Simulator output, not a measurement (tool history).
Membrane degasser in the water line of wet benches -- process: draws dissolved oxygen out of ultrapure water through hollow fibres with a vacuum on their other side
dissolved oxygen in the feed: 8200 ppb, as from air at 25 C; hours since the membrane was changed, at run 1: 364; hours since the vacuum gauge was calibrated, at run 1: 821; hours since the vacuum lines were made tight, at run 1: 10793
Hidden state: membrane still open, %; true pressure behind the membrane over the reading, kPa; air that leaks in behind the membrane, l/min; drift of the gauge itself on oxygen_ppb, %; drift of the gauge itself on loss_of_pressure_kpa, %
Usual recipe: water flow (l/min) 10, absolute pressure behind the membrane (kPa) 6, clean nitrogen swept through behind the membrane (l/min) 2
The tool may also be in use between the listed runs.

run,hour,water flow (l/min),absolute pressure behind the membrane (kPa),clean nitrogen swept through behind the membrane (l/min),hours since the membrane was changed,hours since the vacuum gauge was calibrated,hours since the vacuum lines were made tight,dissolved oxygen in the water behind the degasser (ppb),pressure that the water loses in the fibres (kPa)
1,0,10,6,2,364,821,10793,301.8,54.82
2,53.6,10,6,2,418,874,10847,303.7,55.29
3,107,10,6,2,471,928,10900,304.3,54.35
4,140.4,10,6,2,505,961,10933,301.5,55.09
5,170.4,7,6,2,535,991,10963,158.7,38.45
6,224.3,7,6,2,589,1045,11017,158.6,38.32
7,271.8,7,6,2,636,1092,11065,161.9,38.41
8,326,7,6,2,690,1147,11119,156.9,38.56
9,355.4,10,11.22,2,720,1176,11148,364.3,54.85
# hour 394.6: seals of the vacuum lines changed
10,413.5,10,6,2,776,1232,19,299.9,54.68
11,452.4,10,8.28,2,815,1271,58,326.4,54.6
12,495.4,10,11.64,4.18,858,1314,101,318.4,54.6
13,560.7,11,3.78,0.92,923,1379,166,334.8,60.18
14,604.3,10,7.72,2,967,1423,210,320.6,55.05
15,634.8,13,7.77,3.24,997,1453,240,452,71.21
16,673.9,7,3.61,1.28,1036,1492,279,143.2,38.43
17,740.8,10,14.71,1.12,1103,1559,346,494.6,54.63
18,775.8,10,12.51,0.89,1138,1594,381,490.4,55.15
19,810.8,8,6,2,1173,1629,416,202.9,43.83
20,877.9,8,6,2,1240,1696,483,205.3,44.06
21,930.6,10,6.18,2,1293,1749,536,301.2,54.21

Here are 5 independent what-if runs from the current tool condition. What would each one return?
A,978.7,9,11.35,2.73,1341,1797,584,?,?
B,978.7,8,11.32,1.62,1341,1797,584,?,?
C,978.7,10,5.27,3.87,1341,1797,584,?,?
D,978.7,13,8.9,2.55,1341,1797,584,?,?
E,978.7,7,10.91,0.98,1341,1797,584,?,?

run,dissolved oxygen in the water behind the degasser (ppb),pressure that the water loses in the fibres (kPa)
A,284,49.71
B,271,43.82
C,279.3,54.87
D,477.4,71.26
E,263.3,38.9
What these runs would have given with no unlogged condition in the tool:
run,dissolved oxygen in the water behind the degasser (ppb),pressure that the water loses in the fibres (kPa)
A,283.9,49.71
B,271,43.82
C,279.2,54.87
D,477.3,71.25
E,263.3,38.9
